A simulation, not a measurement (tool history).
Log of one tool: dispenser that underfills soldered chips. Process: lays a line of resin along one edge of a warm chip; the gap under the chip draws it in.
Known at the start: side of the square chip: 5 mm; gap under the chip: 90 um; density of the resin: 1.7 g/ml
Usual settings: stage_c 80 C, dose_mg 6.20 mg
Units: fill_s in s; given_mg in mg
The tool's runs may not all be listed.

| run | hour | stage_c | dose_mg | fill_s | given_mg |
|---|---|---|---|---|---|
| 1 | 0.0 | 80 | 6.20 | 3.5 | 6.02 |
| 2 | 4.7 | 80 | 6.20 | 4.0 | 5.99 |
| 3 | 10.3 | 80 | 6.20 | 4.4 | 6.03 |
|  | 16.8 | dispensing valve cleaned and set on the balance |
| 4 | 17.1 | 80 | 5.76 | 6.2 | 5.76 |
|  | 18.2 | new syringe of resin |
| 5 | 23.3 | 82 | 5.76 | 3.4 | 5.75 |
| 6 | 29.7 | 68 | 6.20 | 7.4 | 6.18 |
| 7 | 34.6 | 68 | 6.20 | 9.8 | 6.16 |
|  | 36.2 | new syringe of resin |
| 8 | 38.0 | 80 | 6.20 | 3.2 | 6.13 |
| 9 | 43.2 | 80 | 6.20 | 4.6 | 6.11 |
| 10 | 45.8 | 80 | 6.20 | 4.7 | 6.13 |
| 11 | 49.3 | 80 | 6.20 | 5.4 | 6.10 |
|  | 54.2 | new syringe of resin |
| 12 | 55.5 | 80 | 6.20 | 3.4 | 6.11 |
| 13 | 58.4 | 80 | 6.20 | 3.8 | 6.07 |
| 14 | 64.4 | 80 | 6.20 | 5.0 | 6.09 |
| 15 | 68.8 | 80 | 6.20 | 5.4 | 6.05 |
|  | 72.3 | new syringe of resin |
| 16 | 72.3 | 80 | 6.20 | 3.4 | 6.08 |
| 17 | 78.3 | 80 | 6.20 | 3.9 | 6.00 |
| 18 | 83.5 | 80 | 6.20 | 5.5 | 6.05 |
|  | 87.9 | dispensing valve cleaned and set on the balance |
| 19 | 90.2 | 80 | 6.20 | 6.5 | 6.16 |
|  | 91.1 | new syringe of resin |
| 20 | 96.2 | 92 | 7.89 | 2.2 | 7.82 |
| 21 | 98.9 | 73 | 7.15 | 5.3 | 7.06 |
| 22 | 101.6 | 73 | 7.15 | 6.5 | 7.09 |
| 23 | 104.4 | 80 | 6.00 | 6.0 | 5.94 |
|  | 108.9 | new syringe of resin |
| 24 | 109.6 | 80 | 6.00 | 2.9 | 5.94 |
| 25 | 114.6 | 79 | 6.10 | 3.9 | 6.05 |
| 26 | 117.8 | 87 | 8.06 | 3.6 | 7.94 |
| 27 | 121.1 | 87 | 8.06 | 4.1 | 7.93 |
|  | 127.1 | new syringe of resin |
| 28 | 127.5 | 87 | 8.06 | 2.4 | 7.90 |
| 29 | 133.7 | 70 | 6.03 | 5.6 | 5.88 |
| 30 | 138.5 | 65 | 8.05 | 8.3 | 7.83 |
| 31 | 144.2 | 65 | 5.97 | 11.4 | 5.83 |
|  | 145.1 | new syringe of resin |
| 32 | 148.0 | 65 | 7.11 | 6.1 | 6.92 |
| 33 | 152.5 | 68 | 6.38 | 6.4 | 6.20 |
| 34 | 157.3 | 68 | 6.38 | 8.2 | 6.15 |
|  | 158.6 | dispensing valve cleaned and set on the balance |
| 35 | 161.7 | 86 | 6.12 | 5.2 | 6.11 |

Forecast run 36:
|  | 164.2 | new syringe of resin |
| 36 | 164.8 | 66 | 6.43 | ? | ? |

Run 36 gave fill_s 5.3 s, given_mg 6.43 mg.
Without the tool's hidden state the same run would have given fill_s 5.2 s, given_mg 6.46 mg.

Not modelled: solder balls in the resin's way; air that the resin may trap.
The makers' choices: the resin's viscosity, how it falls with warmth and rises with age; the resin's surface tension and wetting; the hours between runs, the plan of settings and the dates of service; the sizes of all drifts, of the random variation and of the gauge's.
